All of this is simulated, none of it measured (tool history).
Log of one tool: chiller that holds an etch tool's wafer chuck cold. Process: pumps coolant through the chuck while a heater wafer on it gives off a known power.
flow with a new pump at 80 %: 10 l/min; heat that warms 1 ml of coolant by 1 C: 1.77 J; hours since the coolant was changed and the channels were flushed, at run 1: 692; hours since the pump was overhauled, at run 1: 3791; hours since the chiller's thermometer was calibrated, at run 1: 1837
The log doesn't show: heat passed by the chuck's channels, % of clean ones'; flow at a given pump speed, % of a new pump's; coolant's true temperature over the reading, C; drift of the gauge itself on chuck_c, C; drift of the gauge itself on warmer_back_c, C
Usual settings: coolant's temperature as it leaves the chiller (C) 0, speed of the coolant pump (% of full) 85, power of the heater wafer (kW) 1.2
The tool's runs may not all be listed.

run    hour  coolant's temperature as it leaves the chiller (C)  speed of the coolant pump (% of full)  power of the heater wafer (kW)  hours since the coolant was changed and the channels were flushed  hours since the pump was overhauled  hours since the chiller's thermometer was calibrated  chuck's temperature once it has settled (C)  how much warmer the coolant comes back (C)
  1       0                                                   0                                     85                             1.2                                                                692                                 3791                                                  1837                                           12                                         3.8
  2    65.7                                                   0                                     84                             1.2                                                                758                                 3857                                                  1902                                         12.1                                        3.89
  3     114                                                   0                                     67                             1.2                                                                806                                 3905                                                  1951                                         15.2                                        5.06
  4   213.2                                                   0                                     85                             1.2                                                                906                                 4005                                                  2050                                         12.1                                        3.81
  5   262.3                                                   0                                     85                           0.673                                                                955                                 4054                                                  2099                                          6.7                                        2.17
  6   337.4                                                   0                                     85                             1.2                                                               1030                                 4129                                                  2174                                           12                                        3.83
  7   395.7                                                   0                                     85                             1.2                                                               1088                                 4187                                                  2232                                         11.8                                        3.84
  8   464.2                                                   0                                     85                           0.851                                                               1157                                 4256                                                  2301                                          8.5                                        2.75
  9   562.9                                                   0                                     85                           0.851                                                               1255                                 4354                                                  2400                                          8.6                                        2.76
 10     633                                                   0                                     85                             1.2                                                               1325                                 4424                                                  2470                                         12.1                                        3.89
 11   716.2                                                   0                                     93                             1.2                                                               1409                                 4508                                                  2553                                           11                                        3.51
 12   772.6                                                   0                                     93                             1.2                                                               1465                                 4564                                                  2609                                           11                                        3.57
 13   844.9                                                   0                                     93                             1.2                                                               1537                                 4636                                                  2682                                         11.2                                        3.56
 14   886.8                                                  -5                                     93                             1.2                                                               1579                                 4678                                                  2724                                          6.2                                        3.57
 15   970.5                                                   0                                     85                           0.778                                                               1663                                 4762                                                  2807                                          7.8                                        2.63
 16    1011                                                   0                                     85                           0.778                                                               1703                                 4802                                                  2848                                          7.9                                         2.6
 17  1089.3                                                   1                                     89                           0.748                                                               1782                                 4881                                                  2926                                          8.2                                        2.38
 18  1158.2                                                  -5                                     68                             1.2                                                               1851                                 4950                                                  2995                                          9.9                                        5.07
 19  1255.2                                                   7                                     85                           0.609                                                               1948                                 5047                                                  3092                                         13.1                                         2.1
 20  1334.5                                                   2                                     85                           0.609                                                               2027                                 5126                                                  3171                                            8                                        2.05
 21  1379.5                                                   7                                     93                           0.609                                                               2072                                 5171                                                  3216                                         12.7                                        1.84
 22  1434.9                                                   0                                    100                           1.741                                                               2127                                 5226                                                  3272                                           15                                        4.77
 23  1499.3                                                   0                                    100                           1.741                                                               2192                                 5291                                                  3336                                         14.9                                        4.82
 24  1585.7                                                   0                                     85                            1.49                                                               2278                                 5377                                                  3422                                           15                                        4.97
     1620.9  -- coolant pump overhauled
 25  1652.1                                                   0                                     85                           0.645                                                               2340                                   31                                                  3484                                          6.4                                        2.23
 26  1745.8                                                   0                                     85                           0.645                                                               2433                                  125                                                  3578                                          6.4                                        2.31
     1828.9  -- chiller's thermometer calibrated
 27  1844.3                                                  -8                                     85                           1.061                                                               2531                                  222                                                    15                                          2.8                                         3.6
 28  1893.2                                                  -8                                     83                             1.2                                                               2580                                  271                                                    64                                          4.3                                        4.21
 29  1976.3                                                  -8                                     65                           1.619                                                               2663                                  354                                                   147                                           13                                        7.16
 30  2075.5                                                  -8                                     78                           1.619                                                               2762                                  454                                                   247                                          9.7                                        5.85
 31  2171.5                                                  -8                                     78                           1.619                                                               2858                                  550                                                   343                                          9.5                                        5.92

Forecast each of these 5 alternatives for the next run:
  A  2258.9                                                   0                                     78                           1.619                                                               2945                                  637                                                   430                                            ?                                           ?
  B  2258.9                                                   6                                     84                           0.809                                                               2945                                  637                                                   430                                            ?                                           ?
  C  2258.9                                                   4                                     84                           0.785                                                               2945                                  637                                                   430                                            ?                                           ?
  D  2258.9                                                   2                                     78                           1.452                                                               2945                                  637                                                   430                                            ?                                           ?
  E  2258.9                                                   0                                     85                           1.052                                                               2945                                  637                                                   430                                            ?                                           ?

run  chuck's temperature once it has settled (C)  how much warmer the coolant comes back (C)
  A                                         17.6                                        5.97
  B                                         14.2                                        2.86
  C                                           12                                        2.78
  D                                         17.8                                        5.32
  E                                         10.7                                        3.68
Without the tool's hidden state the same runs would have given:
run  chuck's temperature once it has settled (C)  how much warmer the coolant comes back (C)
  A                                         17.6                                        5.69
  B                                         14.2                                        2.58
  C                                           12                                         2.5
  D                                         17.8                                        5.04
  E                                         10.7                                         3.4

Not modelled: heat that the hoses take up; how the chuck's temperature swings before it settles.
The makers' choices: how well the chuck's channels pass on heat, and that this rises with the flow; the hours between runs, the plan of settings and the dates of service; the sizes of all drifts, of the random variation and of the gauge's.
